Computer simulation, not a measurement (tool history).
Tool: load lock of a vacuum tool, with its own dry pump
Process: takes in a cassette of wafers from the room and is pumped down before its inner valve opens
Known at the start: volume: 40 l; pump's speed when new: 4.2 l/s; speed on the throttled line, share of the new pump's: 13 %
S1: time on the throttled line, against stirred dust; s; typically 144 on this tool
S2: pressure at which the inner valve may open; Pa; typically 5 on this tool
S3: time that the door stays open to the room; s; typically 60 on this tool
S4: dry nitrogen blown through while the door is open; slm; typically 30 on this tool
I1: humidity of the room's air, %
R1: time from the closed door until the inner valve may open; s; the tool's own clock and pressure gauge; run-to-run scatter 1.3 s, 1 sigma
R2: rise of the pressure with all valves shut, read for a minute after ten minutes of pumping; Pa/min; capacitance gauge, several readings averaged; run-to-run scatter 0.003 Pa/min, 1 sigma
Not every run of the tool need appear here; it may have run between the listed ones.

| run | day | S1 | S2 | S3 | S4 | I1 | R1 | R2 |
|---|---|---|---|---|---|---|---|---|
| 1 | 0 | 144 | 5 | 60 | 30 | 47.6 | 220.1 | 0.017 |
| 2 | 8.438 | 144 | 5 | 60 | 30 | 48.9 | 218.4 | 0.014 |
| 3 | 12.888 | 144 | 5 | 60 | 30 | 47.8 | 216.2 | 0.02 |
| 4 | 22.046 | 144 | 5 | 60 | 30 | 48.5 | 219.1 | 0.012 |
| 5 | 30.804 | 144 | 5 | 68 | 30 | 45.7 | 220 | 0.021 |
| 6 | 36.358 | 144 | 5 | 88 | 30 | 45.7 | 220.4 | 0.022 |
| 7 | 45.438 | 144 | 5 | 88 | 30 | 46.7 | 220 | 0.022 |
| 8 | 51.804 | 130 | 5 | 60 | 30 | 44.3 | 208.9 | 0.015 |
| 9 | 57.012 | 130 | 5 | 60 | 30 | 43.9 | 205.9 | 0.016 |
| 10 | 64.783 | 130 | 5 | 60 | 30 | 46.5 | 205.1 | 0.015 |
| 11 | 71.912 | 77 | 5 | 60 | 30 | 43.3 | 161.1 | 0.021 |
| 12 | 76.2 | 258 | 5 | 60 | 30 | 44.9 | 318.1 | 0.011 |
| 13 | 81.492 | 258 | 5 | 60 | 30 | 42.8 | 317.9 | 0.011 |
| 14 | 91.162 | 258 | 5 | 38 | 30 | 39.8 | 317.6 | 0.013 |
| 15 | 98.825 | 102 | 5 | 60 | 30 | 46 | 181.9 | 0.014 |
| 16 | 106.558 | 144 | 5 | 123 | 30 | 43.3 | 218.1 | 0.018 |
| 17 | 116.621 | 144 | 5 | 123 | 30 | 47.3 | 220.9 | 0.028 |
| 18 | 121.221 | 144 | 5 | 132 | 30 | 46.3 | 220.2 | 0.027 |
| 19 | 125.708 | 144 | 5 | 132 | 30 | 46.5 | 220.5 | 0.027 |
| 20 | 130.454 | 95 | 5 | 60 | 30 | 45.3 | 177.3 | 0.017 |
| 21 | 136.654 | 95 | 5 | 60 | 30 | 44.1 | 176.6 | 0.014 |
| 22 | 146.267 | 95 | 5 | 60 | 30 | 45.9 | 177 | 0.018 |
| 23 | 155.671 | 160 | 7 | 60 | 8 | 42.2 | 228.2 | 0.029 |
| 24 | 163.321 | 117 | 5 | 38 | 36 | 44 | 196 | 0.013 |
| 25 | 169.433 | 144 | 5 | 184 | 44 | 47 | 218.4 | 0.025 |
| 26 | 173.842 | 238 | 5 | 184 | 44 | 44.2 | 301.3 | 0.023 |
| 27 | 180.579 | 238 | 5 | 184 | 44 | 45.8 | 298.1 | 0.026 |
| 28 | 189.708 | 238 | 5 | 184 | 44 | 47.4 | 303.9 | 0.024 |
| 29 | 199.538 | 238 | 5 | 184 | 44 | 45.7 | 300.3 | 0.023 |
| 30 | 205.696 | 238 | 5 | 184 | 44 | 44.5 | 300.1 | 0.024 |
| 31 | 212.367 | 238 | 5 | 184 | 44 | 44.6 | 303.8 | 0.026 |
| 32 | 221.738 | 144 | 5 | 68 | 30 | 42.8 | 217.5 | 0.016 |
| 33 | 231.612 | 144 | 5 | 68 | 30 | 47.9 | 221.3 | 0.018 |

Forecast each of these 3 alternatives for the next run:
| A | 239.729 | 144 | 5 | 107 | 30 | 42.9 | ? | ? |
| B | 239.729 | 144 | 5 | 60 | 5 | 50.1 | ? | ? |
| C | 239.729 | 144 | 5 | 60 | 6 | 42.5 | ? | ? |

| run | R1 | R2 |
|---|---|---|
| A | 221.4 | 0.023 |
| B | 217.3 | 0.033 |
| C | 220.1 | 0.028 |
What these runs would have given with no unlogged condition in the tool:
| run | R1 | R2 |
|---|---|---|
| A | 221.4 | 0.022 |
| B | 217.2 | 0.032 |
| C | 220.1 | 0.028 |
